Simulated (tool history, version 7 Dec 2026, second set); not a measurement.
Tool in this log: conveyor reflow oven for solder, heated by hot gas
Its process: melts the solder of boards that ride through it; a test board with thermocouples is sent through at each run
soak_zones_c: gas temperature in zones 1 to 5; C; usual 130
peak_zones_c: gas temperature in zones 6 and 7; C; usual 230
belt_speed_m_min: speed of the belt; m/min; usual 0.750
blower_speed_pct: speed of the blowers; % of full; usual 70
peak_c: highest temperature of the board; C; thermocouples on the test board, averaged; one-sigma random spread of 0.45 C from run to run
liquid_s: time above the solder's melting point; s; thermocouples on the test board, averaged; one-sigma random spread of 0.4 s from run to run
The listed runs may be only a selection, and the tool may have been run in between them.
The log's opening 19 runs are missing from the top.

run,hour,soak_zones_c,peak_zones_c,belt_speed_m_min,blower_speed_pct,peak_c,liquid_s
# hour 372.5: flux residue cleaned out of gas plates and filters, once more
20,380.7,130,233,0.750,70,212.5,36.7
21,399.1,130,230,0.750,60,206.4,32.2
22,423.5,130,230,0.750,61,206.6,31.9
23,441.9,130,221,0.750,70,202.5,28.2
24,459.6,130,221,0.750,70,201.5,28.3
25,476.0,130,221,0.750,70,201.5,28.3
26,487.5,130,230,0.898,70,202.1,23.0
27,500.1,117,230,0.898,70,199.4,17.6
28,520.1,117,230,0.898,70,198.2,17.9
29,538.9,117,244,0.635,70,224.1,48.8
30,558.9,118,232,0.635,70,214.3,42.3
31,572.8,118,230,0.635,68,211.3,40.6
32,598.6,118,230,0.635,68,211.6,40.5

Alternative continuations, all from the tool just after run 32; predict every row:
A,623.7,118,234,0.898,61,?,?
B,623.7,117,230,0.770,68,?,?
C,623.7,123,241,0.862,68,?,?

run,peak_c,liquid_s
A,198.6,17.4
B,204.1,27.4
C,208.9,28.6
Without the tool's hidden state the same runs would have given:
run,peak_c,liquid_s
A,200.3,18.8
B,205.9,28.8
C,210.7,29.7
